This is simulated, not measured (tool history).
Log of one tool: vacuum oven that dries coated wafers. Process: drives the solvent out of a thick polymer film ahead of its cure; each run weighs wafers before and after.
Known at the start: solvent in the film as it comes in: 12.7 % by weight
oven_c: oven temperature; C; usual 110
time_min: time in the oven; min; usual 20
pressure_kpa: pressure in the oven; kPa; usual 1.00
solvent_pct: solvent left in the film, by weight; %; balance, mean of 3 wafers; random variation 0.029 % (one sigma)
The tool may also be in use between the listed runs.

Run 1, hour 0.0: usual settings. Result: solvent_pct 2.60 %.
Run 2, hour 42.1: usual settings. Result: solvent_pct 2.65 %.
Run 3, hour 88.2: usual settings. Result: solvent_pct 2.62 %.
Run 4, hour 122.0: usual settings but time_min 11 min. Result: solvent_pct 4.82 %.
Run 5, hour 177.2: usual settings but time_min 11 min. Result: solvent_pct 4.86 %.
Run 6, hour 235.3: usual settings. Result: solvent_pct 2.69 %.
Run 7, hour 274.4: usual settings but time_min 29 min. Result: solvent_pct 1.60 %.
Run 8, hour 307.6: usual settings but time_min 29 min. Result: solvent_pct 1.62 %.
Run 9, hour 347.5: usual settings but time_min 29 min, pressure_kpa 0.74 kPa. Result: solvent_pct 1.58 %.
Run 10, hour 413.8: usual settings but time_min 32 min. Result: solvent_pct 1.39 %.
Run 11, hour 465.8: usual settings. Result: solvent_pct 2.75 %.
Run 12, hour 535.0: usual settings. Result: solvent_pct 2.77 %.
Run 13, hour 584.7: usual settings. Result: solvent_pct 2.76 %.
Run 14, hour 640.2: usual settings but time_min 18 min. Result: solvent_pct 3.14 %.
Run 15, hour 703.6: usual settings but time_min 27 min. Result: solvent_pct 1.87 %.
Run 16, hour 774.8: usual settings but time_min 27 min. Result: solvent_pct 1.87 %.
Run 17, hour 829.6: usual settings but time_min 27 min. Result: solvent_pct 1.93 %.
Run 18, hour 894.8: usual settings but time_min 22 min. Result: solvent_pct 2.53 %.
Run 19, hour 950.6: usual settings but oven_c 109 C, time_min 13 min, pressure_kpa 2.36 kPa. Result: solvent_pct 4.84 %.
Run 20, hour 1006.0: usual settings but oven_c 109 C, time_min 31 min, pressure_kpa 3.18 kPa. Result: solvent_pct 2.53 %.
Run 21, hour 1043.1: usual settings but oven_c 109 C, time_min 31 min, pressure_kpa 3.18 kPa. Result: solvent_pct 2.54 %.
Run 22, hour 1097.2: usual settings but oven_c 109 C, time_min 31 min, pressure_kpa 3.18 kPa. Result: solvent_pct 2.57 %.
Run 23, hour 1159.4: usual settings but oven_c 101 C, time_min 10 min, pressure_kpa 1.73 kPa. Result: solvent_pct 6.86 %.
Run 24, hour 1193.3: usual settings but oven_c 102 C, time_min 10 min, pressure_kpa 3.82 kPa. Result: solvent_pct 7.36 %.
Run 25, hour 1252.5: usual settings but oven_c 119 C, pressure_kpa 2.71 kPa. Result: solvent_pct 2.13 %.
Run 26, hour 1324.2: usual settings but oven_c 102 C, time_min 28 min, pressure_kpa 1.11 kPa. Result: solvent_pct 3.18 %.
Run 27, hour 1359.3: usual settings but oven_c 106 C, time_min 16 min, pressure_kpa 3.28 kPa. Result: solvent_pct 5.07 %.
At hour 1380.4: oven's thermocouples calibrated.
Run 28, hour 1425.6: usual settings but time_min 32 min. Result: solvent_pct 1.41 %.
Run 29, hour 1461.7: usual settings but oven_c 100 C, pressure_kpa 2.43 kPa. Result: solvent_pct 4.99 %.
Run 30, hour 1491.9: usual settings but time_min 16 min, pressure_kpa 0.78 kPa. Result: solvent_pct 3.39 %.
Run 31, hour 1546.9: usual settings but oven_c 121 C, time_min 29 min, pressure_kpa 1.38 kPa. Result: solvent_pct 0.86 %.
Run 32, hour 1588.4: usual settings but oven_c 121 C, time_min 29 min, pressure_kpa 1.38 kPa. Result: solvent_pct 0.79 %.
Run 33, hour 1641.8: usual settings but oven_c 121 C, time_min 29 min, pressure_kpa 1.38 kPa. Result: solvent_pct 0.84 %.
Run 34, hour 1710.9: usual settings but pressure_kpa 0.97 kPa. Result: solvent_pct 2.74 %.

4 ways to go on from here, each from the tool as it stands after run 34. What would each give?
Run A, hour 1747.9: usual settings but pressure_kpa 1.07 kPa. Result: solvent_pct ?.
Run B, hour 1747.9: usual settings but oven_c 97 C, time_min 23 min, pressure_kpa 2.78 kPa. Result: solvent_pct ?.
Run C, hour 1747.9: usual settings but oven_c 100 C, time_min 10 min, pressure_kpa 0.97 kPa. Result: solvent_pct ?.
Run D, hour 1747.9: usual settings but oven_c 118 C. Result: solvent_pct ?.

run  solvent_pct
  A         2.85
  B         5.32
  C         6.86
  D         1.67
Without the tool's hidden state the same runs would have given:
run  solvent_pct
  A         2.59
  B         4.98
  C         6.63
  D         1.46
